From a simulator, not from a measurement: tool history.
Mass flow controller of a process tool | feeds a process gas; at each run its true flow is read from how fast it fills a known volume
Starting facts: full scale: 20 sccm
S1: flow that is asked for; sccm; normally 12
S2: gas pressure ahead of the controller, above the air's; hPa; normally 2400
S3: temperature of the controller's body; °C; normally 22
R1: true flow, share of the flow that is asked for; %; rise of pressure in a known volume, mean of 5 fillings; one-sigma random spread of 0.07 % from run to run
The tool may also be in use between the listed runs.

{"run": 1, "day": 0.0, "S1": 12, "S2": 2400, "S3": 22, "R1": 98.74}
{"run": 2, "day": 13.212, "S1": 12, "S2": 2400, "S3": 22, "R1": 98.6}
{"run": 3, "day": 23.138, "S1": 12, "S2": 2400, "S3": 22, "R1": 98.54}
{"run": 4, "day": 38.571, "S1": 12, "S2": 1820, "S3": 22, "R1": 98.91}
{"run": 5, "day": 54.717, "S1": 12, "S2": 2400, "S3": 22, "R1": 98.5}
{"run": 6, "day": 74.1, "S1": 12, "S2": 2400, "S3": 22, "R1": 98.54}
{"run": 7, "day": 96.358, "S1": 12, "S2": 2400, "S3": 22, "R1": 98.46}
{"day": 99.746, "done": "controller exchanged for a calibrated one"}
{"run": 8, "day": 109.562, "S1": 12, "S2": 1720, "S3": 22, "R1": 98.78}
{"run": 9, "day": 123.708, "S1": 4, "S2": 2400, "S3": 22, "R1": 97.3}
{"run": 10, "day": 138.158, "S1": 4, "S2": 2400, "S3": 22, "R1": 97.21}
{"run": 11, "day": 148.0, "S1": 4, "S2": 2400, "S3": 24, "R1": 97.08}
{"run": 12, "day": 161.946, "S1": 4, "S2": 2400, "S3": 24, "R1": 96.94}
{"run": 13, "day": 184.367, "S1": 12, "S2": 2400, "S3": 22, "R1": 98.34}
{"run": 14, "day": 200.2, "S1": 12, "S2": 2400, "S3": 22, "R1": 98.41}
{"run": 15, "day": 215.033, "S1": 12, "S2": 2400, "S3": 22, "R1": 98.34}
{"run": 16, "day": 237.704, "S1": 12, "S2": 2400, "S3": 22, "R1": 98.17}
{"run": 17, "day": 253.492, "S1": 12, "S2": 2400, "S3": 22, "R1": 98.25}
{"run": 18, "day": 274.946, "S1": 12, "S2": 2400, "S3": 22, "R1": 98.1}
{"run": 19, "day": 285.029, "S1": 12, "S2": 2400, "S3": 22, "R1": 98.17}
{"run": 20, "day": 308.254, "S1": 12, "S2": 1630, "S3": 22, "R1": 98.5}
{"run": 21, "day": 322.804, "S1": 12, "S2": 1630, "S3": 37, "R1": 97.55}
{"run": 22, "day": 335.121, "S1": 12, "S2": 1630, "S3": 37, "R1": 97.57}
{"run": 23, "day": 344.538, "S1": 12, "S2": 1630, "S3": 26, "R1": 98.14}
{"run": 24, "day": 366.45, "S1": 12, "S2": 1630, "S3": 26, "R1": 98.24}
{"run": 25, "day": 380.479, "S1": 12, "S2": 2570, "S3": 22, "R1": 97.82}
{"run": 26, "day": 396.3, "S1": 8, "S2": 2570, "S3": 30, "R1": 96.77}
{"run": 27, "day": 417.188, "S1": 8, "S2": 2570, "S3": 30, "R1": 96.71}
{"run": 28, "day": 430.625, "S1": 11, "S2": 2210, "S3": 21, "R1": 97.69}
{"run": 29, "day": 451.35, "S1": 11, "S2": 2210, "S3": 21, "R1": 97.8}
{"run": 30, "day": 469.8, "S1": 12, "S2": 2400, "S3": 35, "R1": 97.13}
{"run": 31, "day": 485.412, "S1": 3, "S2": 2400, "S3": 23, "R1": 96.39}
{"run": 32, "day": 507.158, "S1": 3, "S2": 2400, "S3": 25, "R1": 96.17}
{"run": 33, "day": 518.483, "S1": 6, "S2": 1440, "S3": 26, "R1": 97.03}
{"run": 34, "day": 535.488, "S1": 9, "S2": 2290, "S3": 26, "R1": 96.98}
{"run": 35, "day": 552.362, "S1": 11, "S2": 1690, "S3": 22, "R1": 97.79}
{"run": 36, "day": 565.8, "S1": 4, "S2": 1870, "S3": 34, "R1": 96.02}
{"day": 579.779, "done": "gauge calibrated"}
{"run": 37, "day": 585.354, "S1": 4, "S2": 2230, "S3": 30, "R1": 97.01}
{"run": 38, "day": 598.183, "S1": 4, "S2": 2230, "S3": 30, "R1": 97.1}
{"run": 39, "day": 618.304, "S1": 6, "S2": 2250, "S3": 27, "R1": 97.35}
{"run": 40, "day": 629.95, "S1": 3, "S2": 1840, "S3": 38, "R1": 96.64}
{"run": 41, "day": 651.467, "S1": 2, "S2": 2460, "S3": 22, "R1": 96.99}
{"run": 42, "day": 664.371, "S1": 5, "S2": 2600, "S3": 29, "R1": 96.98}
{"run": 43, "day": 674.612, "S1": 3, "S2": 2690, "S3": 24, "R1": 96.81}
{"run": 44, "day": 695.267, "S1": 12, "S2": 2300, "S3": 22, "R1": 98.53}
{"day": 696.667, "done": "controller's zero set anew"}
{"run": 45, "day": 707.042, "S1": 14, "S2": 2030, "S3": 35, "R1": 98.23}
{"run": 46, "day": 719.346, "S1": 6, "S2": 2290, "S3": 33, "R1": 96.96}
{"run": 47, "day": 741.575, "S1": 3, "S2": 2400, "S3": 22, "R1": 96.94}
{"run": 48, "day": 755.358, "S1": 3, "S2": 2400, "S3": 22, "R1": 97.02}

Alternative continuations, all from the tool just after run 48; predict every row:
{"run": "A", "day": 777.371, "S1": 12, "S2": 1820, "S3": 22, "R1": "?"}
{"run": "B", "day": 777.371, "S1": 5, "S2": 2400, "S3": 33, "R1": "?"}
{"run": "C", "day": 777.371, "S1": 12, "S2": 2400, "S3": 27, "R1": "?"}
{"run": "D", "day": 777.371, "S1": 5, "S2": 2170, "S3": 22, "R1": "?"}

run=A R1=98.6
run=B R1=96.71
run=C R1=98.01
run=D R1=97.22
The same runs, with their run-to-run variation unchanged, on a tool lacking any hidden condition would have given:
run=A R1=98.96
run=B R1=97.06
run=C R1=98.37
run=D R1=97.58

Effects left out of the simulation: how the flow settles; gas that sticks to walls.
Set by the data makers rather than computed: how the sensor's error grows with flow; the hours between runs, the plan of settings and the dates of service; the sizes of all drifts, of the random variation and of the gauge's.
